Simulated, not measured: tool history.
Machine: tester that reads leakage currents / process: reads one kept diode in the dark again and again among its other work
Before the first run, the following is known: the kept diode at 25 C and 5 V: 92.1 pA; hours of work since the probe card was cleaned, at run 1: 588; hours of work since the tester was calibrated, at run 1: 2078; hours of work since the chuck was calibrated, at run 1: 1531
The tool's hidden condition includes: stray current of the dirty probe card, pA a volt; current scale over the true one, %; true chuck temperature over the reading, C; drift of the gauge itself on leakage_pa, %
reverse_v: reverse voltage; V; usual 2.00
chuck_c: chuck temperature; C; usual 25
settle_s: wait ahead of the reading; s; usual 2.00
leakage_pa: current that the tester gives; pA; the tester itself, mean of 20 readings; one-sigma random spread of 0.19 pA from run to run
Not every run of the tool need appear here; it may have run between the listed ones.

run	hour	reverse_v	chuck_c	settle_s	hours of work since the probe card was cleaned	hours of work since the tester was calibrated	hours of work since the chuck was calibrated	leakage_pa
1	0.0	2.00	25	2.00	588	2078	1531	66.95
2	53.9	2.00	25	2.00	626	2116	1568	67.29
3	145.1	2.00	25	2.00	688	2178	1631	67.17
4	224.0	2.00	25	1.93	743	2233	1685	67.48
5	281.6	16.61	25	1.93	783	2273	1725	183.25
6	350.9	16.61	25	1.93	830	2320	1773	184.28
7	427.6	16.61	25	1.93	883	2373	1826	185.62
8	514.8	16.61	25	1.93	943	2433	1886	186.76
9	598.8	2.00	25	3.12	1001	2491	1944	68.72
10	659.3	2.00	25	0.41	1043	2533	1985	68.89
11	729.1	2.00	25	2.00	1091	2581	2034	69.07
12	811.2	2.00	25	0.89	1148	2638	2090	69.45
13	874.5	2.00	25	0.89	1192	2681	2134	69.44
14	919.0	11.39	25	2.00	1222	2712	2164	157.68
15	969.7	11.39	25	2.00	1257	2747	2199	159.56
16	1029.3	1.02	25	2.00	1298	2788	2241	51.25
17	1077.9	1.02	25	2.00	1332	2822	2274	51.13
18	1157.4	2.00	25	2.00	1387	2877	2329	70.22
19	1220.2	2.00	25	2.00	1430	2920	2372	70.24
# hour 1307.7: chuck's temperature calibrated
20	1315.1	2.00	25	2.00	1494	2984	5	61.67
21	1405.1	2.00	25	2.00	1556	3046	67	62.47
22	1482.1	10.21	25	0.70	1609	3099	120	137.72
23	1575.4	4.66	45	0.33	1673	3163	185	512.99

Run 24 comes next. What will it give?
24	1632.5	4.66	45	0.33	1713	3203	224	?

Run 24 produced leakage_pa 513.49 pA.
If the tool had no hidden condition, the same run with the same run-to-run variation would have returned leakage_pa 503.40 pA.
